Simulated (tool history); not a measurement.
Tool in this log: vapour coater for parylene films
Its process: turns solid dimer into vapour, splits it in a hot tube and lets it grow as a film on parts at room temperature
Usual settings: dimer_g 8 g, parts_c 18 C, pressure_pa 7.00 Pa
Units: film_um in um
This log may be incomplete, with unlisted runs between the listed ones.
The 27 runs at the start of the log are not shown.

run,hour,dimer_g,parts_c,pressure_pa,hours of work since the trap's valve was overhauled,hours of work since the table's thermometer was calibrated,film_um
28,419.1,8,16,3.61,79,562,2.34
29,428.5,8,22,6.48,85,569,1.81
30,439.8,3,20,6.48,94,577,0.73
31,460.8,3,15,6.48,109,592,0.84
32,479.9,9,17,7.73,123,607,2.28
33,493.1,6,11,6.02,133,616,1.90
34,510.1,6,17,3.07,145,629,1.75
35,524.8,6,17,3.07,156,640,1.75
36,537.6,12,18,7.00,166,649,3.01
37,550.9,10,18,3.09,175,659,2.82
38,565.3,10,18,3.09,186,669,2.77
39,586.3,3,23,4.67,201,685,0.72

3 ways to go on from here, each from the tool as it stands after run 39. What would each give?
A,605.3,8,13,7.00,215,699,?
B,605.3,3,25,4.99,215,699,?
C,605.3,3,12,4.12,215,699,?

run,film_um
A,2.29
B,0.63
C,0.96
The same runs, with their run-to-run variation unchanged, on a tool lacking any hidden condition would have given:
run,film_um
A,2.30
B,0.63
C,0.96

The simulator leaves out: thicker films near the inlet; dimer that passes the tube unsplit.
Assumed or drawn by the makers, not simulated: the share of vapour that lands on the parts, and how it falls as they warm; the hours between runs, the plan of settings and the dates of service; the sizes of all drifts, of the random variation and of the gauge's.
